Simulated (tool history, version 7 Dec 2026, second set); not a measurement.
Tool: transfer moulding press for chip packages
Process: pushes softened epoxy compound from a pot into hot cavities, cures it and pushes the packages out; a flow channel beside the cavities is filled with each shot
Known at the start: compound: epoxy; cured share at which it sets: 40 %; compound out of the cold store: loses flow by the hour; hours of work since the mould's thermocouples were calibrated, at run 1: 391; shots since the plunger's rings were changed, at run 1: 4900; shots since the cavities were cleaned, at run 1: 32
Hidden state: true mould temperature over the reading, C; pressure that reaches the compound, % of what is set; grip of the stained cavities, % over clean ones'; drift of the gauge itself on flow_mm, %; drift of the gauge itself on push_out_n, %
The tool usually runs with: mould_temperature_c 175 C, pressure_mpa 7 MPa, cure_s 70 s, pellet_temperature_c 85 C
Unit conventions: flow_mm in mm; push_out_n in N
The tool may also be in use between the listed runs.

| run | hour | mould_temperature_c | pressure_mpa | cure_s | pellet_temperature_c | hours of work since the mould's thermocouples were calibrated | shots since the plunger's rings were changed | shots since the cavities were cleaned | incoming compound's hours out of the cold store | flow_mm | push_out_n |
|---|---|---|---|---|---|---|---|---|---|---|---|
| 1 | 0 | 175 | 7 | 70 | 85 | 391 | 4900 | 32 | 43.1 | 573 | 613 |
| 2 | 15.1 | 175 | 7 | 70 | 85 | 400 | 5113 | 245 | 47.6 | 570 | 734 |
| 3 | 26 | 175 | 7 | 70 | 85 | 406 | 5267 | 399 | 41.3 | 586 | 809 |
| 4 | 46 | 175 | 7 | 70 | 85 | 418 | 5548 | 680 | 22.8 | 642 | 958 |
| 5 | 56.6 | 175 | 7 | 70 | 79 | 424 | 5697 | 829 | 13.2 | 667 | 1055 |
| 6 | 69.3 | 175 | 7 | 70 | 79 | 432 | 5876 | 1008 | 19.6 | 643 | 1096 |
|  | 73.7 | plunger's sealing rings changed |
|  | 80 | cavities cleaned with cleaning compound and waxed |
| 7 | 83.6 | 175 | 7 | 70 | 79 | 438 | 118 | 50 | 18.7 | 702 | 729 |
| 8 | 99.1 | 175 | 7 | 70 | 79 | 447 | 337 | 269 | 44.8 | 623 | 803 |
| 9 | 121.3 | 175 | 7 | 70 | 85 | 460 | 650 | 582 | 29.2 | 668 | 903 |
| 10 | 143.1 | 175 | 7 | 70 | 85 | 473 | 957 | 889 | 40.6 | 615 | 972 |
|  | 160 | cavities cleaned with cleaning compound and waxed |
| 11 | 160.7 | 175 | 7 | 70 | 93 | 482 | 1184 | 9 | 13.4 | 702 | 687 |
| 12 | 173.1 | 175 | 7 | 70 | 85 | 489 | 1358 | 183 | 32.8 | 651 | 747 |
| 13 | 187.4 | 175 | 7 | 70 | 85 | 498 | 1561 | 386 | 8.1 | 727 | 897 |
| 14 | 208.9 | 175 | 7 | 70 | 85 | 510 | 1863 | 688 | 34.6 | 635 | 967 |
| 15 | 228.7 | 175 | 7 | 70 | 85 | 522 | 2142 | 967 | 17.5 | 680 | 1072 |
|  | 239.5 | cavities cleaned with cleaning compound and waxed |
| 16 | 241.7 | 175 | 7 | 70 | 86 | 529 | 2304 | 31 | 36.5 | 622 | 641 |
| 17 | 262.4 | 175 | 7 | 70 | 86 | 541 | 2596 | 323 | 28 | 646 | 832 |
| 18 | 273.1 | 175 | 7 | 70 | 86 | 547 | 2747 | 474 | 27.1 | 645 | 916 |
| 19 | 287.3 | 175 | 7 | 108 | 77 | 555 | 2947 | 674 | 33.2 | 637 | 587 |
| 20 | 310.4 | 168 | 7.75 | 61 | 75 | 569 | 3273 | 1000 | 45.2 | 646 | 2165 |
|  | 318.4 | cavities cleaned with cleaning compound and waxed |
|  | 321.7 | mould's thermocouples calibrated |
| 21 | 331.6 | 168 | 7.02 | 61 | 75 | 6 | 3522 | 157 | 15.2 | 715 | 1817 |
| 22 | 344.8 | 170 | 7.02 | 61 | 75 | 14 | 3709 | 344 | 21.4 | 678 | 1652 |
| 23 | 361 | 175 | 5.59 | 70 | 85 | 23 | 3937 | 572 | 19.2 | 591 | 899 |
| 24 | 375.7 | 180 | 5.59 | 70 | 82 | 32 | 4144 | 779 | 13.7 | 587 | 734 |
| 25 | 388.1 | 180 | 5.59 | 70 | 82 | 39 | 4318 | 953 | 14.1 | 588 | 739 |
|  | 400.1 | cavities cleaned with cleaning compound and waxed |
| 26 | 407.1 | 175 | 7 | 73 | 86 | 49 | 4566 | 100 | 43.5 | 579 | 583 |
| 27 | 430.8 | 174 | 6.73 | 70 | 77 | 63 | 4900 | 434 | 42.7 | 571 | 869 |
| 28 | 451 | 174 | 6.73 | 70 | 77 | 75 | 5184 | 718 | 18.9 | 638 | 1021 |

A few steps of flow_mm between consecutive runs. Split each: what settings, incoming material and random variation would produce without the hidden state, and what is left over for the hidden state, along with gauge scatter present in only one of the two compared results (measured, and without hidden state):
Run 6 -> 7: plunger's sealing rings changed, cavities cleaned with cleaning compound and waxed. flow_mm +59 mm: hidden state +52, all else +7.
Run 10 -> 11: pellet_temperature_c 85 -> 93, cavities cleaned with cleaning compound and waxed. flow_mm +87 mm: hidden state -4, all else +91.
Run 13 -> 14: no setting touched and nothing written in the log between the runs. flow_mm -92 mm: hidden state -1, all else -91.
Run 20 -> 21: pressure_mpa 7.75 -> 7.02, cavities cleaned with cleaning compound and waxed, mould's thermocouples calibrated. flow_mm +69 mm: hidden state -10, all else +79.
